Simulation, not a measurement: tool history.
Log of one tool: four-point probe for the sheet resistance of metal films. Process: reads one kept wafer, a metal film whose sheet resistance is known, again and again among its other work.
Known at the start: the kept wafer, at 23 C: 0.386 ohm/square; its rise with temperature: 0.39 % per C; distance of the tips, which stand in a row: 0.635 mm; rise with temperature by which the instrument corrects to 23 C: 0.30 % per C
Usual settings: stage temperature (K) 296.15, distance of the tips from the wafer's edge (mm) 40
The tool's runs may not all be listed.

run   hour  stage temperature (K)  distance of the tips from the wafer's edge (mm)  sheet resistance as the instrument gives it (ohm/square)
  1      0                 296.15                                               40                                                  0.385343
  2   47.8                 296.15                                               40                                                   0.38534
  3   80.9                 296.15                                               40                                                  0.385353
  4  124.5                 296.15                                               40                                                   0.38528
  5  168.7                 296.15                                               40                                                  0.385211
  6  212.9                 296.15                                               40                                                  0.385208
  7    258                 296.15                                               40                                                  0.385181
     261.1  -- stage's thermometer calibrated
  8  280.8                 296.15                                               40                                                   0.38505
  9  312.6                 296.15                                               40                                                  0.384956
 10  336.3                 296.15                                               12                                                   0.38545
 11  381.5                 296.15                                               12                                                   0.38552
 12  421.3                 296.15                                                9                                                  0.385851
 13  446.3                 292.15                                               16                                                  0.383917
 14  484.8                 292.15                                               16                                                  0.383812
 15  532.1                 295.15                                               12                                                  0.384861
 16  566.3                 295.15                                               12                                                  0.384945
     586.4  -- stage's thermometer calibrated, once more
 17  591.6                 295.15                                               12                                                  0.385815
 18  624.9                 298.15                                               29                                                  0.386248
 19  662.8                 295.15                                               55                                                  0.385275
 20  708.1                 303.15                                                8                                                  0.389118

Forecast each of these 5 alternatives for the next run:
  A  750.3                 295.15                                               56                                                         ?
  B  750.3                 300.15                                               19                                                         ?
  C  750.3                 297.15                                               50                                                         ?
  D  750.3                 301.15                                                9                                                         ?
  E  750.3                 303.15                                               17                                                         ?

run  sheet resistance as the instrument gives it (ohm/square)
  A                                                  0.385173
  B                                                  0.386989
  C                                                  0.385889
  D                                                  0.388338
  E                                                  0.388129
Without the tool's hidden state the same runs would have given:
run  sheet resistance as the instrument gives it (ohm/square)
  A                                                  0.385692
  B                                                  0.387509
  C                                                  0.386409
  D                                                   0.38886
  E                                                   0.38865
